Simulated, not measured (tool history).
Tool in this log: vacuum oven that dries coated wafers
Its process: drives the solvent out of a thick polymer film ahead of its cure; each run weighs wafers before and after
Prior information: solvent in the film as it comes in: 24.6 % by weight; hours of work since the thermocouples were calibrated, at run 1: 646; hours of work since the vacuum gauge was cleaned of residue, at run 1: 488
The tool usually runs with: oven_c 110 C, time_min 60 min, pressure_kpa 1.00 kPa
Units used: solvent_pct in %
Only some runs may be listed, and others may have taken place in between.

run   hour  oven_c  time_min  pressure_kpa  hours of work since the thermocouples were calibrated  hours of work since the vacuum gauge was cleaned of residue  solvent_pct
  1    0.0     110        60          1.00                                                    646                                                          488        1.151
  2   22.0     110        60          1.00                                                    660                                                          503        1.146
  3   40.9     110        60          1.00                                                    672                                                          515        1.150
  4   50.4     110        60          1.00                                                    678                                                          521        1.154
  5   73.9     110        60          1.00                                                    693                                                          536        1.147
  6   93.7     117        52          1.52                                                    706                                                          549        0.965
  7  116.1     110        35          1.45                                                    721                                                          563        3.448
  8  126.7     124       102          3.52                                                    727                                                          570        0.969
  9  142.9     117        53          1.00                                                    738                                                          580        0.750
 10  160.7     115        32          2.48                                                    749                                                          592        3.124

Predict each of these 4 candidate next runs independently; none follows another, all start after run 10:
  A  181.9     110        60          1.84                                                    763                                                          605            ?
  B  181.9     110        60          1.98                                                    763                                                          605            ?
  C  181.9     102        61          2.48                                                    763                                                          605            ?
  D  181.9     116        32          1.00                                                    763                                                          605            ?

run  solvent_pct
  A        1.511
  B        1.566
  C        3.118
  D        2.442
Without the tool's hidden state the same runs would have given:
run  solvent_pct
  A        1.511
  B        1.566
  C        3.119
  D        2.443
